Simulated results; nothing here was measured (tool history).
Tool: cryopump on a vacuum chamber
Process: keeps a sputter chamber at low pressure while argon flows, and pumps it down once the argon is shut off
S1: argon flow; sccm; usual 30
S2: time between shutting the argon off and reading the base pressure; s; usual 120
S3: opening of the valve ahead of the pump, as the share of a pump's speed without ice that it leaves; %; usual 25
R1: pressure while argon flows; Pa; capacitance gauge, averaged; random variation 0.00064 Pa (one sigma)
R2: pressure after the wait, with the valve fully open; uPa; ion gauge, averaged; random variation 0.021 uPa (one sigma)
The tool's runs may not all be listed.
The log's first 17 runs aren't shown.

{"run": 18, "hour": 410.0, "S1": 30, "S2": 120, "S3": 25, "R1": 0.1032, "R2": 0.76}
{"run": 19, "hour": 438.5, "S1": 20, "S2": 120, "S3": 25, "R1": 0.0691, "R2": 0.77}
{"run": 20, "hour": 460.0, "S1": 20, "S2": 120, "S3": 25, "R1": 0.0682, "R2": 0.79}
{"run": 21, "hour": 476.6, "S1": 35, "S2": 74, "S3": 16, "R1": 0.1855, "R2": 0.95}
{"run": 22, "hour": 497.7, "S1": 35, "S2": 74, "S3": 16, "R1": 0.1853, "R2": 0.97}
{"run": 23, "hour": 514.1, "S1": 35, "S2": 74, "S3": 16, "R1": 0.184, "R2": 1.02}
{"run": 24, "hour": 542.6, "S1": 50, "S2": 23, "S3": 25, "R1": 0.1722, "R2": 2}
{"run": 25, "hour": 566.7, "S1": 21, "S2": 107, "S3": 25, "R1": 0.0721, "R2": 0.9}
{"run": 26, "hour": 585.7, "S1": 18, "S2": 205, "S3": 25, "R1": 0.0627, "R2": 0.74}
{"run": 27, "hour": 610.1, "S1": 30, "S2": 66, "S3": 25, "R1": 0.1037, "R2": 1.13}
{"run": 28, "hour": 642.2, "S1": 30, "S2": 86, "S3": 21, "R1": 0.1229, "R2": 1.01}
{"run": 29, "hour": 670.0, "S1": 30, "S2": 86, "S3": 21, "R1": 0.1223, "R2": 1.01}
{"run": 30, "hour": 704.8, "S1": 30, "S2": 255, "S3": 48, "R1": 0.0577, "R2": 0.8}
{"run": 31, "hour": 732.5, "S1": 30, "S2": 280, "S3": 20, "R1": 0.1309, "R2": 0.89}
{"run": 32, "hour": 763.4, "S1": 30, "S2": 280, "S3": 20, "R1": 0.1301, "R2": 0.84}
{"run": 33, "hour": 786.7, "S1": 15, "S2": 120, "S3": 50, "R1": 0.0292, "R2": 1}
{"run": 34, "hour": 812.3, "S1": 50, "S2": 37, "S3": 21, "R1": 0.2063, "R2": 1.74}
{"run": 35, "hour": 833.9, "S1": 50, "S2": 109, "S3": 30, "R1": 0.1504, "R2": 1.13}

3 ways to go on from here, each from the tool as it stands after run 35. What would each give?
{"run": "A", "hour": 848.8, "S1": 20, "S2": 47, "S3": 36, "R1": "?", "R2": "?"}
{"run": "B", "hour": 848.8, "S1": 14, "S2": 120, "S3": 25, "R1": "?", "R2": "?"}
{"run": "C", "hour": 848.8, "S1": 30, "S2": 71, "S3": 16, "R1": "?", "R2": "?"}

run=A R1=0.0514 R2=1.53
run=B R1=0.0495 R2=1.05
run=C R1=0.161 R2=1.25
Without the tool's hidden state the same runs would have given:
run=A R1=0.0463 R2=0.89
run=B R1=0.046 R2=0.42
run=C R1=0.1533 R2=0.61
